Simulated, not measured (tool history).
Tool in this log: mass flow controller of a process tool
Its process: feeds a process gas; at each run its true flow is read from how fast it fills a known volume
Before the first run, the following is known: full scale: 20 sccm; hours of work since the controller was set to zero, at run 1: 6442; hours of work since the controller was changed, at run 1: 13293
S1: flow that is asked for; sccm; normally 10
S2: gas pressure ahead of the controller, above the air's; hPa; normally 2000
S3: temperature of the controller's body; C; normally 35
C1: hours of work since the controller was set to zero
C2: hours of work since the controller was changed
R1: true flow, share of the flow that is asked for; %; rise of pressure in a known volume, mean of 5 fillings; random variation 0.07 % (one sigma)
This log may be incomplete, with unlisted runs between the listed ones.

run	hour	S1	S2	S3	C1	C2	R1
1	0.0	10	2000	35	6442	13293	98.80
# hour 314.5: controller's zero set anew
2	431.0	10	1560	35	84	13602	98.50
3	734.6	10	2000	35	302	13821	98.60
# hour 913.6: controller exchanged for a calibrated one
4	966.9	10	2000	27	38	38	99.07
5	1292.4	10	2000	27	272	272	99.03
6	1505.6	10	2000	36	425	425	98.44
7	1771.4	10	2000	35	616	616	98.34
8	1975.0	10	2000	35	763	763	98.12
9	2175.2	10	2000	35	907	907	98.18
10	2629.7	10	2000	35	1233	1233	98.00
11	2970.9	10	2000	35	1478	1478	97.82
12	3179.5	10	2000	27	1628	1628	98.40
13	3588.8	10	2000	27	1922	1922	98.16
14	4005.1	10	2000	27	2222	2222	98.02
15	4216.3	6	2000	35	2373	2373	97.35
16	4508.9	6	2000	35	2584	2584	97.25
17	4938.0	10	2000	35	2892	2892	97.48
18	5181.7	10	2000	35	3067	3067	97.25
19	5394.2	10	2000	35	3220	3220	97.05
20	5644.4	10	2000	35	3400	3400	97.00
21	6059.3	10	2000	29	3698	3698	97.22
22	6409.3	10	2350	32	3949	3949	97.12
23	6797.6	10	2350	32	4228	4228	96.92
24	7075.9	10	2350	32	4428	4428	96.85
25	7417.2	5	1660	23	4674	4674	97.01
26	7791.7	6	1970	35	4943	4943	96.12
# hour 8102.8: gauge calibrated
27	8102.8	14	1460	35	5166	5166	98.85
28	8548.9	10	2230	35	5487	5487	98.69
29	8871.7	10	1920	24	5719	5719	99.37
30	9129.4	2	2280	29	5904	5904	98.50
31	9539.1	10	2090	20	6199	6199	99.48
32	9819.2	10	2090	20	6400	6400	99.25
33	10139.0	10	2090	20	6630	6630	99.21
# hour 10168.3: controller's zero set anew
34	10575.1	14	2090	20	292	6943	99.26
35	10825.8	10	2740	21	473	7123	99.09
36	11239.0	10	2740	21	769	7420	99.00
37	11627.6	4	1730	34	1049	7699	97.40
38	11912.7	8	2770	20	1254	7904	98.74
39	12205.4	14	2160	24	1464	8114	98.62
40	12449.2	14	2160	24	1639	8290	98.42
41	12938.2	14	2160	24	1991	8641	98.17
42	13348.6	8	1920	27	2285	8936	97.52

For some of the steps in R1 from one run to the next: how much would appear even if the tool had no hidden state, given the settings, what came in and random variation, and how much remains for the hidden state plus any gauge scatter that the measured result and the result without hidden state don't share?
The tool's hidden condition here consists of: flow at rest that the sensor doesn't see, % of full scale; true flow over the shown one, %; drift of the gauge itself on true_pct, %.
Run 26 -> 27: S1 6 -> 14, S2 1970 -> 1460, gauge calibrated. R1 +2.73 %: hidden state +2.50, all else +0.23.
Run 27 -> 28: S1 14 -> 10, S2 1460 -> 2230. R1 -0.16 %: hidden state -0.15, all else -0.01.
Run 36 -> 37: S1 10 -> 4, S2 2740 -> 1730, S3 21 -> 34. R1 -1.60 %: hidden state -0.11, all else -1.49.
Run 37 -> 38: S1 4 -> 8, S2 1730 -> 2770, S3 34 -> 20. R1 +1.34 %: hidden state -0.11, all else +1.45.
Run 40 -> 41: no setting touched and nothing written in the log between the runs. R1 -0.25 %: hidden state -0.15, all else -0.10.

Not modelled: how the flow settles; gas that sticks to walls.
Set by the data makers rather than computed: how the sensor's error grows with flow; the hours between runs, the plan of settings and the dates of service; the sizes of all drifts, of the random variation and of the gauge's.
